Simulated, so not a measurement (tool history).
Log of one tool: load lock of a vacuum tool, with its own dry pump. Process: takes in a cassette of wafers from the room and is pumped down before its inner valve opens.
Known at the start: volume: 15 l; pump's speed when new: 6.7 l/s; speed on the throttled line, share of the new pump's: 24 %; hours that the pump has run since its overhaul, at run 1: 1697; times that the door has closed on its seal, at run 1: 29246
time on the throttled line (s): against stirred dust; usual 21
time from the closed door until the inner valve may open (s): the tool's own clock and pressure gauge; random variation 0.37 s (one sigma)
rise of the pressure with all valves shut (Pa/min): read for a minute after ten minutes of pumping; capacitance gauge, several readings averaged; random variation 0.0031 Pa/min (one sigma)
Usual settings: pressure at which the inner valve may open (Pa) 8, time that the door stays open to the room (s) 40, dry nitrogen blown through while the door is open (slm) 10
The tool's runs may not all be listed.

run	hour	time on the throttled line (s)	pressure at which the inner valve may open (Pa)	time that the door stays open to the room (s)	dry nitrogen blown through while the door is open (slm)	hours that the pump has run since its overhaul	times that the door has closed on its seal	incoming humidity of the room's air, %	time from the closed door until the inner valve may open (s)	rise of the pressure with all valves shut (Pa/min)
1	0.0	21	8	40	10	1697	29246	44.3	38.2	0.495
2	459.0	21	8	40	10	2156	31179	48.3	38.3	0.533
3	815.5	21	8	40	10	2512	32681	46.4	38.5	0.571
4	1236.2	21	8	40	10	2933	34453	43.9	37.9	0.620
5	1800.2	21	8	40	10	3497	36828	45.4	38.5	0.662
6	2277.2	21	8	155	10	3974	38837	45.8	38.6	0.811
7	2657.5	21	8	155	10	4354	40439	47.7	38.8	0.845
8	2992.8	21	8	155	10	4689	41852	45.6	39.2	0.885
# hour 3238.1: door's seal changed, seat wiped
9	3469.9	21	8	155	14	5165	977	44.1	39.1	0.165
10	4038.7	21	8	155	14	5734	3373	48.2	39.9	0.190
11	4395.9	21	8	155	14	6091	4877	42.8	40.0	0.184
12	4919.5	21	8	155	14	6615	7083	44.3	40.6	0.206
13	5325.3	21	8	155	14	7020	8792	46.1	39.7	0.231
14	5838.7	21	8	68	10	7534	10954	43.9	40.9	0.188
15	6127.3	21	8	40	13	7822	12170	43.9	40.3	0.176
16	6494.5	21	8	40	28	8190	13717	45.2	41.5	0.176
17	6818.2	21	16	40	10	8513	15080	44.4	39.3	0.215
18	7360.0	21	16	40	10	9055	17362	45.7	39.0	0.241
19	8015.8	21	16	40	5	9711	20125	45.0	39.9	0.293
20	8326.9	21	8	119	5	10022	21435	47.2	41.8	0.407
21	8677.4	21	15	40	20	10372	22911	46.8	40.3	0.328
22	9117.0	21	15	40	20	10812	24763	42.1	40.4	0.346
23	9567.4	21	16	100	10	11262	26660	45.7	40.1	0.449
24	10157.2	21	16	100	10	11852	29145	43.6	41.6	0.515
25	10515.7	21	16	100	10	12211	30655	43.3	40.7	0.554
26	11062.7	21	16	100	10	12758	32959	41.8	41.5	0.586
# hour 11283.3: dry pump taken out, an overhauled one fitted
27	11367.2	36	8	26	9	84	34216	45.9	48.8	0.550
28	11869.8	17	8	40	20	587	36333	41.4	34.4	0.610
29	12517.9	24	8	36	10	1235	39063	44.4	40.2	0.681
30	13121.8	22	14	87	31	1838	41606	46.9	37.3	0.752
# hour 13415.0: door's seal changed, seat wiped
31	13810.8	22	14	87	31	2526	1667	47.1	37.9	0.094
32	14400.3	15	10	69	6	3116	4150	44.1	33.6	0.130
33	15110.2	13	15	26	18	3825	7140	43.3	31.6	0.095
34	15641.2	18	15	94	7	4356	9377	46.5	35.6	0.205
35	16156.4	11	15	78	7	4872	11547	46.1	30.8	0.216
36	16827.7	34	15	35	7	5543	14375	50.3	47.1	0.209

Forecast each of these 3 alternatives for the next run:
A	17319.6	19	7	40	10	6035	16447	45.2	?	?
B	17319.6	21	8	121	10	6035	16447	45.0	?	?
C	17319.6	34	14	35	15	6035	16447	48.5	?	?

run	time from the closed door until the inner valve may open (s)	rise of the pressure with all valves shut (Pa/min)
A	39.4	0.238
B	39.9	0.313
C	47.7	0.232
Without the tool's hidden state the same runs would have given:
run	time from the closed door until the inner valve may open (s)	rise of the pressure with all valves shut (Pa/min)
A	36.8	0.070
B	37.3	0.147
C	45.8	0.064

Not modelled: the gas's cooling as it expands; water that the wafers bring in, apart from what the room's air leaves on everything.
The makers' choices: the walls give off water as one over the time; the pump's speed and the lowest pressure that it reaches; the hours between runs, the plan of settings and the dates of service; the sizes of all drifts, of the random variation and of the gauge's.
